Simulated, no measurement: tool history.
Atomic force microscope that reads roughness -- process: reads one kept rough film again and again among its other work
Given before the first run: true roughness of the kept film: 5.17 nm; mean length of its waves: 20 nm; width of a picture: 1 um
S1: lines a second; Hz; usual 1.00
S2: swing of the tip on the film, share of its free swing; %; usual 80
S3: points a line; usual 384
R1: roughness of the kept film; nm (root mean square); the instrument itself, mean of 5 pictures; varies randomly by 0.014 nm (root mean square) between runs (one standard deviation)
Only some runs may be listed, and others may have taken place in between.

run,hour,S1,S2,S3,R1
1,0.0,1.00,80,384,2.508
2,12.8,1.00,80,384,2.458
3,25.0,1.00,80,384,2.415
4,46.8,1.00,80,384,2.367
5,66.6,1.00,80,384,2.307
6,89.7,1.37,80,384,2.145
7,104.0,1.37,80,384,2.110
8,116.5,2.61,80,384,1.888
# hour 124.7: new tip fitted
9,132.1,2.03,71,764,3.196
10,143.2,1.60,59,574,3.346
11,164.4,1.60,59,574,3.235
12,187.5,1.60,87,574,2.671
13,201.7,3.12,87,957,2.254

4 ways to go on from here, each from the tool as it stands after run 13. What would each give?
A,222.1,0.59,87,696,?
B,222.1,1.00,65,594,?
C,222.1,1.00,82,302,?
D,222.1,1.00,80,266,?

run,R1
A,2.823
B,2.945
C,2.713
D,2.727
What these runs would have given with no unlogged condition in the tool:
run,R1
A,3.506
B,3.657
C,3.370
D,3.386

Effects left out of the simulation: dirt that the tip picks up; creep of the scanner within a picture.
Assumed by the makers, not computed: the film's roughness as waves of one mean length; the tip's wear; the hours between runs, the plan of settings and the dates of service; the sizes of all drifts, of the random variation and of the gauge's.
